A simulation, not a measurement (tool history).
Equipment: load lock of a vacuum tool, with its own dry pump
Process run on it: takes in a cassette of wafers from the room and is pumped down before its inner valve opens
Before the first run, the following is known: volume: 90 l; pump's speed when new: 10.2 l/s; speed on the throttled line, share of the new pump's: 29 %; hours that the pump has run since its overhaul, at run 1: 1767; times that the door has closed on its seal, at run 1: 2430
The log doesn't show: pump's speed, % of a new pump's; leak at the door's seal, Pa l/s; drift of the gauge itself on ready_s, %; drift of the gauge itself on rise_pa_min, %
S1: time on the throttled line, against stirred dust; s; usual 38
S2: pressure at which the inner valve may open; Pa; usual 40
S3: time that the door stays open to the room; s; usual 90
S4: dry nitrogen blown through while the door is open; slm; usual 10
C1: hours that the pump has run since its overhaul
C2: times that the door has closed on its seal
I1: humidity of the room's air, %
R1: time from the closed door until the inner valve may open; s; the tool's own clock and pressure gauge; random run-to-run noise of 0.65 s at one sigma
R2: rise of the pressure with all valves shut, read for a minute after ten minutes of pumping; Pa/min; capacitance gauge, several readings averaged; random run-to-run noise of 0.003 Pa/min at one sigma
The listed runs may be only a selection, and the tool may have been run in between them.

Run 1, hour 0: usual settings; C1 1767; C2 2430; I1 44.4. Result: R1 98.1 s, R2 0.021 Pa/min.
Run 2, hour 322.1: usual settings; C1 2089; C2 2763; I1 45.5. Result: R1 98.7 s, R2 0.026 Pa/min.
Run 3, hour 665.6: usual settings; C1 2432; C2 3119; I1 47.6. Result: R1 100.9 s, R2 0.02 Pa/min.
Run 4, hour 1123.1: usual settings; C1 2890; C2 3592; I1 47.4. Result: R1 100.4 s, R2 0.024 Pa/min.
Run 5, hour 1486.1: usual settings; C1 3253; C2 3968; I1 44.5. Result: R1 100.4 s, R2 0.026 Pa/min.
Run 6, hour 1889.4: usual settings but S3 34 s; C1 3656; C2 4385; I1 43.9. Result: R1 100.1 s, R2 0.024 Pa/min.
Run 7, hour 2126.2: usual settings but S3 34 s; C1 3893; C2 4631; I1 46.9. Result: R1 101.6 s, R2 0.025 Pa/min.
Run 8, hour 2432.2: usual settings but S3 34 s; C1 4199; C2 4947; I1 48.3. Result: R1 101.6 s, R2 0.026 Pa/min.
Run 9, hour 2673.1: usual settings but S1 29 s, S2 66 Pa, S3 211 s, S4 7 slm; C1 4440; C2 5197; I1 42.7. Result: R1 90.9 s, R2 0.035 Pa/min.
Run 10, hour 2926.1: usual settings but S1 54 s, S2 35 Pa, S4 20 slm; C1 4693; C2 5459; I1 44.7. Result: R1 113.3 s, R2 0.02 Pa/min.
Run 11, hour 3385.2: usual settings but S2 73 Pa; C1 5152; C2 5934; I1 48. Result: R1 96.2 s, R2 0.029 Pa/min.

Below are 5 alternative next runs, each starting from the tool's condition after run 11. Predict each:
Run A, hour 3859: usual settings but S1 54 s, S4 25 slm; C1 5626; C2 6424; I1 48.6. Result: R1 ?, R2 ?.
Run B, hour 3859: usual settings but S2 55 Pa, S3 29 s, S4 30 slm; C1 5626; C2 6424; I1 44.4. Result: R1 ?, R2 ?.
Run C, hour 3859: usual settings but S2 47 Pa, S3 45 s, S4 7 slm; C1 5626; C2 6424; I1 44.4. Result: R1 ?, R2 ?.
Run D, hour 3859: usual settings but S1 40 s, S2 73 Pa, S3 39 s; C1 5626; C2 6424; I1 43. Result: R1 ?, R2 ?.
Run E, hour 3859: usual settings but S1 19 s, S2 43 Pa; C1 5626; C2 6424; I1 43.9. Result: R1 ?, R2 ?.

run     R1     R2
  A  113.1  0.026
  B   99.2   0.02
  C  101.2   0.03
  D   98.2  0.024
  E   90.4   0.03
With the hidden condition removed and each run's random variation left untouched, the same runs would have given:
run     R1     R2
  A  106.6  0.011
  B   92.5  0.005
  C   94.3  0.016
  D   91.8   0.01
  E   82.7  0.015
